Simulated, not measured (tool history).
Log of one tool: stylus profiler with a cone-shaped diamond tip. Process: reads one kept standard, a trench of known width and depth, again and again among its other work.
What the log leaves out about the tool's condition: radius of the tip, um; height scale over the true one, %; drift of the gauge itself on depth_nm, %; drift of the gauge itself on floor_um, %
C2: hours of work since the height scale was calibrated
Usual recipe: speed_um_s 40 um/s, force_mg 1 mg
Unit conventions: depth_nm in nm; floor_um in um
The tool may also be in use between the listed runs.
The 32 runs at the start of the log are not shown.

{"run": 33, "day": 24.658, "speed_um_s": 14, "force_mg": 2.33, "scans with this tip": 5351, "C2": 384, "depth_nm": 1015.21, "floor_um": 25.12}
{"run": 34, "day": 25.329, "speed_um_s": 137, "force_mg": 2.33, "scans with this tip": 5493, "C2": 395, "depth_nm": 1015.51, "floor_um": 24.51}
{"run": 35, "day": 26.438, "speed_um_s": 137, "force_mg": 2.33, "scans with this tip": 5728, "C2": 411, "depth_nm": 1015.71, "floor_um": 24.43}
{"run": 36, "day": 26.929, "speed_um_s": 154, "force_mg": 0.57, "scans with this tip": 5833, "C2": 419, "depth_nm": 1005.42, "floor_um": 23.53}
{"run": 37, "day": 27.558, "speed_um_s": 154, "force_mg": 0.57, "scans with this tip": 5966, "C2": 429, "depth_nm": 1005.4, "floor_um": 23.56}
{"run": 38, "day": 28.45, "speed_um_s": 11, "force_mg": 1.59, "scans with this tip": 6155, "C2": 442, "depth_nm": 1011.68, "floor_um": 24.99}
{"run": 39, "day": 29.358, "speed_um_s": 11, "force_mg": 1.59, "scans with this tip": 6348, "C2": 456, "depth_nm": 1011.84, "floor_um": 24.94}
{"run": 40, "day": 29.829, "speed_um_s": 11, "force_mg": 1.59, "scans with this tip": 6448, "C2": 463, "depth_nm": 1011.79, "floor_um": 24.95}
{"run": 41, "day": 30.583, "speed_um_s": 11, "force_mg": 2.69, "scans with this tip": 6608, "C2": 475, "depth_nm": 1017.31, "floor_um": 24.97}
{"run": 42, "day": 31.45, "speed_um_s": 88, "force_mg": 1.65, "scans with this tip": 6791, "C2": 488, "depth_nm": 1011.81, "floor_um": 24.48}
{"run": 43, "day": 32.438, "speed_um_s": 37, "force_mg": 0.47, "scans with this tip": 7002, "C2": 503, "depth_nm": 1004.73, "floor_um": 24.5}
{"run": 44, "day": 33.05, "speed_um_s": 40, "force_mg": 0.44, "scans with this tip": 7131, "C2": 512, "depth_nm": 1003.63, "floor_um": 24.44}
{"run": 45, "day": 33.588, "speed_um_s": 54, "force_mg": 1.34, "scans with this tip": 7245, "C2": 520, "depth_nm": 1010.35, "floor_um": 24.51}
{"run": 46, "day": 34.529, "speed_um_s": 11, "force_mg": 1.3, "scans with this tip": 7446, "C2": 535, "depth_nm": 1010.22, "floor_um": 24.82}
{"run": 47, "day": 35.262, "speed_um_s": 11, "force_mg": 1.3, "scans with this tip": 7601, "C2": 546, "depth_nm": 1009.82, "floor_um": 24.81}

3 ways to go on from here, each from the tool as it stands after run 47. What would each give?
{"run": "A", "day": 35.788, "speed_um_s": 73, "force_mg": 0.99, "scans with this tip": 7713, "C2": 554, "depth_nm": "?", "floor_um": "?"}
{"run": "B", "day": 35.788, "speed_um_s": 43, "force_mg": 2.08, "scans with this tip": 7713, "C2": 554, "depth_nm": "?", "floor_um": "?"}
{"run": "C", "day": 35.788, "speed_um_s": 12, "force_mg": 0.96, "scans with this tip": 7713, "C2": 554, "depth_nm": "?", "floor_um": "?"}

run=A depth_nm=1008.13 floor_um=24.25
run=B depth_nm=1014.29 floor_um=24.63
run=C depth_nm=1007.95 floor_um=24.73
Stripped of hidden state, with their random variation kept, the same runs would have yielded:
run=A depth_nm=1009.43 floor_um=25.42
run=B depth_nm=1015.59 floor_um=25.8
run=C depth_nm=1009.24 floor_um=25.89

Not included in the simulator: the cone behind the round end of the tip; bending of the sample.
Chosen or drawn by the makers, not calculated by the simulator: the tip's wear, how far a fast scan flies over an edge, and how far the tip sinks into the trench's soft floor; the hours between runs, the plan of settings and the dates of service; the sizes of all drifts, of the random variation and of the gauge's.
